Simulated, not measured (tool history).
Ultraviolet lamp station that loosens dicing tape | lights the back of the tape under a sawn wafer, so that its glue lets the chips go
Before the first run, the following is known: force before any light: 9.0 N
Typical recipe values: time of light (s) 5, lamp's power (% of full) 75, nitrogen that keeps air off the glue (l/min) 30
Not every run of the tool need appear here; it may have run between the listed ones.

run,hour,time of light (s),lamp's power (% of full),nitrogen that keeps air off the glue (l/min),force that peels the tape off (N),light that reached the tape (mJ/cm2)
1,0.0,5,75,30,1.530,330
2,31.9,7,75,30,0.816,456
3,65.0,5,93,30,1.054,396
4,91.2,5,93,30,1.100,398
5,153.5,5,93,30,1.113,384
# hour 172.4: window cleaned of glue's vapour
6,183.6,5,75,30,1.827,290
7,235.5,5,75,30,1.856,284
8,289.3,5,75,30,1.902,279
9,349.9,5,75,30,2.047,273
# hour 372.6: window cleaned of glue's vapour, once more
10,390.8,5,75,30,1.461,338
11,419.0,3,75,30,2.923,199
12,458.7,5,65,30,1.898,288
13,502.0,5,65,30,1.933,291
14,554.6,5,65,30,1.961,279
15,608.6,5,65,30,1.967,270
16,664.8,5,75,30,1.665,314
17,695.6,8,90,22,0.635,593
18,758.9,8,90,22,0.668,573
19,799.2,2,61,10,6.268,95
20,861.4,2,61,10,6.148,93
21,913.4,2,61,10,6.337,90
22,956.1,5,72,30,2.126,264
23,1000.3,4,87,30,2.130,256
24,1028.4,5,95,57,1.028,345
25,1081.8,5,69,55,1.838,250
# hour 1122.0: lamp changed
26,1140.3,5,69,51,1.324,314
27,1186.4,6,99,51,0.490,517
# hour 1219.3: window cleaned of glue's vapour
28,1234.8,6,99,51,0.419,567
29,1280.4,2,89,30,3.496,170
30,1342.8,3,87,30,2.364,246
31,1390.5,4,75,24,2.120,275

Selected run-to-run steps in force that peels the tape off (N), each split into two signed amounts: the part the tool would show with no hidden state at all (from settings, incoming material and random variation), and the remainder, which goes to the hidden state together with any gauge scatter not common to the measured and the hidden-state-free results:
Unlogged tool condition in this case: lamp's light, % of a new lamp's; light that the window lets through, % of a clean one's; drift of the gauge itself on peel_n, %; drift of the gauge itself on dose_mj_cm2, %.
Run 9 -> 10: window cleaned of glue's vapour, once more. force that peels the tape off (N) -0.586: hidden state -0.552, all else -0.034.
Run 18 -> 19: time of light (s) 8 -> 2, lamp's power (% of full) 90 -> 61, nitrogen that keeps air off the glue (l/min) 22 -> 10. force that peels the tape off (N) +5.600: hidden state +0.347, all else +5.253.
Run 21 -> 22: time of light (s) 2 -> 5, lamp's power (% of full) 61 -> 72, nitrogen that keeps air off the glue (l/min) 10 -> 30. force that peels the tape off (N) -4.211: hidden state +0.097, all else -4.308.
Run 25 -> 26: nitrogen that keeps air off the glue (l/min) 55 -> 51, lamp changed. force that peels the tape off (N) -0.514: hidden state -0.554, all else +0.040.
Run 28 -> 29: time of light (s) 6 -> 2, lamp's power (% of full) 99 -> 89, nitrogen that keeps air off the glue (l/min) 51 -> 30. force that peels the tape off (N) +3.077: hidden state +0.121, all else +2.956.
